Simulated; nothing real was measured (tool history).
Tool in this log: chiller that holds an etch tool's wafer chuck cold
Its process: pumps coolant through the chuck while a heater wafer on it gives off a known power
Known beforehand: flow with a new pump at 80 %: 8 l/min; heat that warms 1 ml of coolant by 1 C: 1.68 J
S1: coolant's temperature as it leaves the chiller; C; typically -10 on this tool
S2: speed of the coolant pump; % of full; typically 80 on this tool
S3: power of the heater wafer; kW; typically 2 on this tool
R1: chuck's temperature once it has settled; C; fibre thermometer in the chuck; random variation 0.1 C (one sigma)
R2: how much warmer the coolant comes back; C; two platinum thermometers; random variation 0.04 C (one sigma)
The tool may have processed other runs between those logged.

run     day   S1  S2     S3    R1     R2
  1       0  -10  80      2    16   9.58
  2   1.688  -10  80      2    16   9.57
  3   4.317   -4  80      2  22.2   9.58
  4   7.342   -4  80      2    22   9.62
  5  11.004   -4  80      2  22.2   9.61
  6  12.988   -1  80      2  25.2   9.69
  7  16.179  -18  80      2   8.3   9.67
  8  18.083  -18  80      2   8.3    9.7
  9  20.388  -10  80  2.367  21.2  11.43
 10  23.879  -10  80  2.367  21.3  11.52
 11  26.283  -10  80  2.367  21.4  11.58
 12  29.392  -10  80  2.518  23.6  12.37
 13  31.567  -10  66      2  20.9  12.25
 14   33.15  -10  66      2    21  12.29
 15  35.562  -10  80      2  16.4   9.92
 16  38.792  -10  80  2.286  20.6  11.33
 17  41.217  -10  80  2.286  20.6  11.37
 18  44.358  -10  80  2.381  22.1   11.9
 19  46.158  -20  81  2.448  12.7  11.99
 20  48.088  -19  71  1.431   2.2   8.19
 21  51.183  -10  80  2.894  29.2  14.55
 22  53.683  -15  89  2.925  21.6  12.94
 23  56.988  -15  89  2.925  21.7  13.09
 24  59.812   -9  93  1.786  12.9   7.54
 25  61.329  -10  73  1.924  18.2  10.76
 26  64.971  -11  80  2.602  24.7   13.2
 27  67.846  -11  80  2.602  24.7  13.23
 28  71.075    0  69  1.458  22.6   8.75
 29  72.758    0  69  1.458  22.7    8.8
 30  74.558    0  69  1.458  22.8    8.8
 31  76.783  -14  64  1.672  13.7  11.12

Missing from the log above: 2 entries noted between runs. For each, name the pair of listed runs it sits between and say how the tool's hidden condition differs from the listed run just before to the listed run just after:
From run 9 to run 10: chiller's thermometer calibrated (day 20.621)
  heat passed by the chuck's channels, % of clean ones': 93.4 -> 93.3; flow at a given pump speed, % of a new pump's: 91.9 -> 91.6; coolant's true temperature over the reading, C: 0.15 -> 0.19
  measured result minus the result with no hidden state, R1: +3.4 -> +3.5 C; R2: +0.93 -> +0.96 C
From run 12 to run 13: chiller's thermometer calibrated, once more (day 30.933)
  heat passed by the chuck's channels, % of clean ones': 93 -> 92.9; flow at a given pump speed, % of a new pump's: 91.2 -> 91; coolant's true temperature over the reading, C: 0.2 -> -0.03
  measured result minus the result with no hidden state, R1: +4 -> +3.5 C; R2: +1.1 -> +1.1 C
